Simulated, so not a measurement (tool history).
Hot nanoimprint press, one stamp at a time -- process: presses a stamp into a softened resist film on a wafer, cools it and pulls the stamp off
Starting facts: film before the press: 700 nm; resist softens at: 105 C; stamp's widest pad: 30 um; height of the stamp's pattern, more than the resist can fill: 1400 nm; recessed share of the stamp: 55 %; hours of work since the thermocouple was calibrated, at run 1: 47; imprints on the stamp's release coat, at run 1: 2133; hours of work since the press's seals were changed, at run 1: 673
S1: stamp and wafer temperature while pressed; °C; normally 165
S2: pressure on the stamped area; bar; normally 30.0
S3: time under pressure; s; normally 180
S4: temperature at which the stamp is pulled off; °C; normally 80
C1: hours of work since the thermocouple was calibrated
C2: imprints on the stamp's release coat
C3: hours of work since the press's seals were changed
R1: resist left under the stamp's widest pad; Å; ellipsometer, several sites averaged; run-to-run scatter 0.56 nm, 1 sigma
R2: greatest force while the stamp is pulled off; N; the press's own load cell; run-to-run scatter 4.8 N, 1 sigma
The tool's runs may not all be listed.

| run | hour | S1 | S2 | S3 | S4 | C1 | C2 | C3 | R1 | R2 |
|---|---|---|---|---|---|---|---|---|---|---|
| 1 | 0.0 | 165 | 30.0 | 180 | 80 | 47 | 2133 | 673 | 3778 | 491 |
|  | 45.5 | stamp cleaned and given a new release coat |
| 2 | 74.9 | 165 | 30.0 | 180 | 80 | 94 | 127 | 720 | 3769 | 243 |
| 3 | 142.9 | 165 | 30.0 | 180 | 80 | 141 | 419 | 766 | 3765 | 283 |
| 4 | 173.8 | 165 | 30.0 | 180 | 80 | 162 | 551 | 787 | 3761 | 293 |
| 5 | 212.5 | 165 | 22.8 | 180 | 80 | 188 | 717 | 814 | 4121 | 310 |
| 6 | 259.4 | 165 | 22.8 | 180 | 80 | 220 | 918 | 846 | 4103 | 332 |
| 7 | 323.8 | 165 | 22.8 | 180 | 80 | 264 | 1195 | 890 | 4097 | 358 |
| 8 | 386.7 | 165 | 22.8 | 180 | 80 | 307 | 1465 | 933 | 4099 | 396 |
|  | 392.6 | plate thermocouple calibrated |
| 9 | 435.5 | 165 | 22.8 | 180 | 80 | 29 | 1661 | 964 | 4120 | 401 |
| 10 | 498.2 | 165 | 43.2 | 180 | 80 | 72 | 1930 | 1007 | 3313 | 428 |
| 11 | 531.6 | 165 | 43.2 | 180 | 80 | 95 | 2074 | 1030 | 3307 | 467 |
|  | 590.3 | stamp cleaned and given a new release coat |
| 12 | 591.8 | 165 | 30.0 | 180 | 80 | 132 | 6 | 1067 | 3747 | 222 |
| 13 | 657.3 | 165 | 30.0 | 180 | 80 | 177 | 287 | 1111 | 3740 | 260 |
| 14 | 702.2 | 165 | 30.0 | 180 | 80 | 207 | 480 | 1142 | 3739 | 278 |
|  | 742.8 | press's hydraulic seals changed and the load cell set to zero |
| 15 | 756.3 | 165 | 30.0 | 180 | 80 | 239 | 678 | 9 | 3633 | 303 |
| 16 | 823.5 | 165 | 30.0 | 180 | 80 | 285 | 966 | 55 | 3627 | 332 |
|  | 863.9 | plate thermocouple calibrated |
| 17 | 895.4 | 165 | 30.0 | 226 | 80 | 21 | 1262 | 102 | 3388 | 373 |
| 18 | 956.2 | 165 | 30.9 | 226 | 79 | 63 | 1523 | 144 | 3346 | 415 |
| 19 | 996.7 | 157 | 21.3 | 180 | 84 | 91 | 1697 | 171 | 5316 | 393 |
| 20 | 1033.8 | 157 | 21.3 | 143 | 80 | 116 | 1856 | 197 | 5570 | 446 |
| 21 | 1078.4 | 163 | 21.3 | 221 | 82 | 147 | 2048 | 227 | 4165 | 436 |
| 22 | 1122.1 | 167 | 30.0 | 126 | 80 | 176 | 2235 | 257 | 3851 | 471 |
|  | 1142.3 | stamp cleaned and given a new release coat |
| 23 | 1173.1 | 163 | 18.8 | 227 | 71 | 207 | 132 | 288 | 4270 | 290 |
| 24 | 1204.6 | 163 | 18.8 | 227 | 71 | 229 | 267 | 309 | 4263 | 290 |
| 25 | 1234.8 | 163 | 18.8 | 227 | 71 | 249 | 397 | 330 | 4258 | 317 |
| 26 | 1282.2 | 165 | 34.5 | 90 | 87 | 282 | 600 | 362 | 4373 | 258 |
|  | 1327.1 | plate thermocouple calibrated |
| 27 | 1339.0 | 165 | 34.5 | 90 | 87 | 8 | 831 | 399 | 4453 | 282 |
| 28 | 1396.8 | 169 | 31.5 | 111 | 65 | 48 | 1079 | 439 | 3728 | 426 |
| 29 | 1426.9 | 165 | 23.9 | 180 | 80 | 68 | 1208 | 459 | 4013 | 366 |

Had the tool no unlogged condition, and each run kept its random variation, what would the results have been?
Unlogged tool condition in this case: true temperature over the reading, C; pressure that arrives at the usual setting, %; grip of the stamp's worn release coat, % over a new coat's; drift of the gauge itself on residual_nm, %; drift of the gauge itself on pull_off_n, %.
| run | R1 | R2 |
|---|---|---|
| 1 | 3694 | 242 |
| 2 | 3693 | 231 |
| 3 | 3696 | 240 |
| 4 | 3696 | 238 |
| 5 | 4077 | 237 |
| 6 | 4065 | 237 |
| 7 | 4066 | 233 |
| 8 | 4077 | 238 |
| 9 | 4071 | 227 |
| 10 | 3219 | 224 |
| 11 | 3216 | 236 |
| 12 | 3697 | 222 |
| 13 | 3697 | 233 |
| 14 | 3701 | 233 |
| 15 | 3700 | 237 |
| 16 | 3702 | 235 |
| 17 | 3394 | 238 |
| 18 | 3359 | 245 |
| 19 | 5338 | 221 |
| 20 | 5593 | 240 |
| 21 | 4198 | 222 |
| 22 | 3883 | 228 |
| 23 | 4318 | 277 |
| 24 | 4314 | 263 |
| 25 | 4313 | 273 |
| 26 | 4421 | 207 |
| 27 | 4421 | 207 |
| 28 | 3705 | 288 |
| 29 | 4001 | 238 |
